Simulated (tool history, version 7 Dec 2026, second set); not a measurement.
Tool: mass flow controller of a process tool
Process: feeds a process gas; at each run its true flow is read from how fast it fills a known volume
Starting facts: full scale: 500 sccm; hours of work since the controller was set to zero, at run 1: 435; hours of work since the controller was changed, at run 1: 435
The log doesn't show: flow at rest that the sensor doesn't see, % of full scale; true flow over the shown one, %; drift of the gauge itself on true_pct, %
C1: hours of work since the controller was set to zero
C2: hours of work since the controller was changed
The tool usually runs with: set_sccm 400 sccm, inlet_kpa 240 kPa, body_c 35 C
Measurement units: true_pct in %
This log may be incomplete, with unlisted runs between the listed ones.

{"run": 1, "hour": 0.0, "set_sccm": 400, "inlet_kpa": 240, "body_c": 35, "C1": 435, "C2": 435, "true_pct": 100.52}
{"run": 2, "hour": 58.0, "set_sccm": 400, "inlet_kpa": 240, "body_c": 35, "C1": 457, "C2": 457, "true_pct": 100.43}
{"run": 3, "hour": 139.8, "set_sccm": 400, "inlet_kpa": 240, "body_c": 35, "C1": 488, "C2": 488, "true_pct": 100.33}
{"run": 4, "hour": 190.5, "set_sccm": 400, "inlet_kpa": 240, "body_c": 35, "C1": 507, "C2": 507, "true_pct": 100.49}
{"run": 5, "hour": 251.8, "set_sccm": 400, "inlet_kpa": 240, "body_c": 35, "C1": 530, "C2": 530, "true_pct": 100.34}
{"run": 6, "hour": 293.5, "set_sccm": 400, "inlet_kpa": 164, "body_c": 35, "C1": 546, "C2": 546, "true_pct": 101.03}
{"run": 7, "hour": 363.1, "set_sccm": 400, "inlet_kpa": 164, "body_c": 35, "C1": 572, "C2": 572, "true_pct": 100.97}
{"run": 8, "hour": 397.5, "set_sccm": 400, "inlet_kpa": 164, "body_c": 35, "C1": 585, "C2": 585, "true_pct": 101.18}
{"run": 9, "hour": 450.6, "set_sccm": 400, "inlet_kpa": 145, "body_c": 35, "C1": 605, "C2": 605, "true_pct": 101.17}
{"run": 10, "hour": 527.6, "set_sccm": 98, "inlet_kpa": 240, "body_c": 35, "C1": 634, "C2": 634, "true_pct": 100.67}
{"run": 11, "hour": 588.7, "set_sccm": 98, "inlet_kpa": 240, "body_c": 35, "C1": 657, "C2": 657, "true_pct": 100.46}
{"run": 12, "hour": 658.6, "set_sccm": 98, "inlet_kpa": 240, "body_c": 35, "C1": 683, "C2": 683, "true_pct": 100.84}
{"run": 13, "hour": 709.6, "set_sccm": 98, "inlet_kpa": 240, "body_c": 35, "C1": 703, "C2": 703, "true_pct": 100.62}
{"run": 14, "hour": 751.5, "set_sccm": 400, "inlet_kpa": 240, "body_c": 27, "C1": 719, "C2": 719, "true_pct": 100.31}
{"run": 15, "hour": 789.0, "set_sccm": 400, "inlet_kpa": 240, "body_c": 27, "C1": 733, "C2": 733, "true_pct": 100.08}
{"run": 16, "hour": 847.2, "set_sccm": 400, "inlet_kpa": 240, "body_c": 27, "C1": 755, "C2": 755, "true_pct": 100.2}
{"run": 17, "hour": 890.5, "set_sccm": 400, "inlet_kpa": 240, "body_c": 35, "C1": 771, "C2": 771, "true_pct": 100.65}
{"run": 18, "hour": 933.9, "set_sccm": 400, "inlet_kpa": 240, "body_c": 35, "C1": 787, "C2": 787, "true_pct": 100.48}
{"run": 19, "hour": 971.5, "set_sccm": 400, "inlet_kpa": 231, "body_c": 35, "C1": 801, "C2": 801, "true_pct": 100.67}
{"run": 20, "hour": 1005.8, "set_sccm": 400, "inlet_kpa": 231, "body_c": 35, "C1": 814, "C2": 814, "true_pct": 100.61}
{"run": 21, "hour": 1075.0, "set_sccm": 400, "inlet_kpa": 156, "body_c": 22, "C1": 841, "C2": 841, "true_pct": 100.61}
{"run": 22, "hour": 1122.6, "set_sccm": 357, "inlet_kpa": 160, "body_c": 30, "C1": 858, "C2": 858, "true_pct": 101.04}
{"run": 23, "hour": 1200.0, "set_sccm": 412, "inlet_kpa": 240, "body_c": 35, "C1": 888, "C2": 888, "true_pct": 100.57}
{"run": 24, "hour": 1280.3, "set_sccm": 72, "inlet_kpa": 156, "body_c": 32, "C1": 918, "C2": 918, "true_pct": 101.3}
{"run": 25, "hour": 1318.0, "set_sccm": 176, "inlet_kpa": 240, "body_c": 35, "C1": 932, "C2": 932, "true_pct": 100.49}
{"run": 26, "hour": 1362.9, "set_sccm": 400, "inlet_kpa": 240, "body_c": 20, "C1": 949, "C2": 949, "true_pct": 99.93}
{"run": 27, "hour": 1398.7, "set_sccm": 198, "inlet_kpa": 198, "body_c": 21, "C1": 963, "C2": 963, "true_pct": 100.26}
{"run": 28, "hour": 1475.2, "set_sccm": 337, "inlet_kpa": 240, "body_c": 35, "C1": 992, "C2": 992, "true_pct": 100.66}
{"run": 29, "hour": 1545.3, "set_sccm": 337, "inlet_kpa": 240, "body_c": 39, "C1": 1018, "C2": 1018, "true_pct": 100.71}
{"run": 30, "hour": 1611.9, "set_sccm": 337, "inlet_kpa": 240, "body_c": 39, "C1": 1043, "C2": 1043, "true_pct": 100.85}
{"run": 31, "hour": 1667.1, "set_sccm": 144, "inlet_kpa": 273, "body_c": 39, "C1": 1064, "C2": 1064, "true_pct": 100.63}
{"run": 32, "hour": 1720.3, "set_sccm": 111, "inlet_kpa": 250, "body_c": 22, "C1": 1084, "C2": 1084, "true_pct": 100.23}
{"run": 33, "hour": 1774.7, "set_sccm": 341, "inlet_kpa": 185, "body_c": 31, "C1": 1104, "C2": 1104, "true_pct": 100.91}
{"run": 34, "hour": 1840.9, "set_sccm": 341, "inlet_kpa": 242, "body_c": 31, "C1": 1129, "C2": 1129, "true_pct": 100.49}
{"run": 35, "hour": 1919.5, "set_sccm": 455, "inlet_kpa": 235, "body_c": 23, "C1": 1159, "C2": 1159, "true_pct": 100.32}
{"run": 36, "hour": 1969.7, "set_sccm": 149, "inlet_kpa": 245, "body_c": 21, "C1": 1178, "C2": 1178, "true_pct": 100.14}
{"run": 37, "hour": 2023.2, "set_sccm": 400, "inlet_kpa": 176, "body_c": 37, "C1": 1198, "C2": 1198, "true_pct": 101.23}
{"run": 38, "hour": 2056.9, "set_sccm": 398, "inlet_kpa": 171, "body_c": 28, "C1": 1211, "C2": 1211, "true_pct": 100.83}
{"run": 39, "hour": 2136.7, "set_sccm": 400, "inlet_kpa": 240, "body_c": 30, "C1": 1241, "C2": 1241, "true_pct": 100.55}
{"run": 40, "hour": 2174.0, "set_sccm": 121, "inlet_kpa": 240, "body_c": 35, "C1": 1255, "C2": 1255, "true_pct": 100.86}

A few steps of true_pct between consecutive runs. Split each: what settings, incoming material and random variation would produce without the hidden state, and what is left over for the hidden state, along with gauge scatter present in only one of the two compared results (measured, and without hidden state):
Run 23 -> 24: set_sccm 412 -> 72, inlet_kpa 240 -> 156, body_c 35 -> 32. true_pct +0.73 %: hidden state +0.65, all else +0.08.
Run 24 -> 25: set_sccm 72 -> 176, inlet_kpa 156 -> 240, body_c 32 -> 35. true_pct -0.81 %: hidden state -0.45, all else -0.36.
Run 36 -> 37: set_sccm 149 -> 400, inlet_kpa 245 -> 176, body_c 21 -> 37. true_pct +1.09 %: hidden state -0.27, all else +1.36.
Run 39 -> 40: set_sccm 400 -> 121, body_c 30 -> 35. true_pct +0.31 %: hidden state +0.4, all else -0.09.
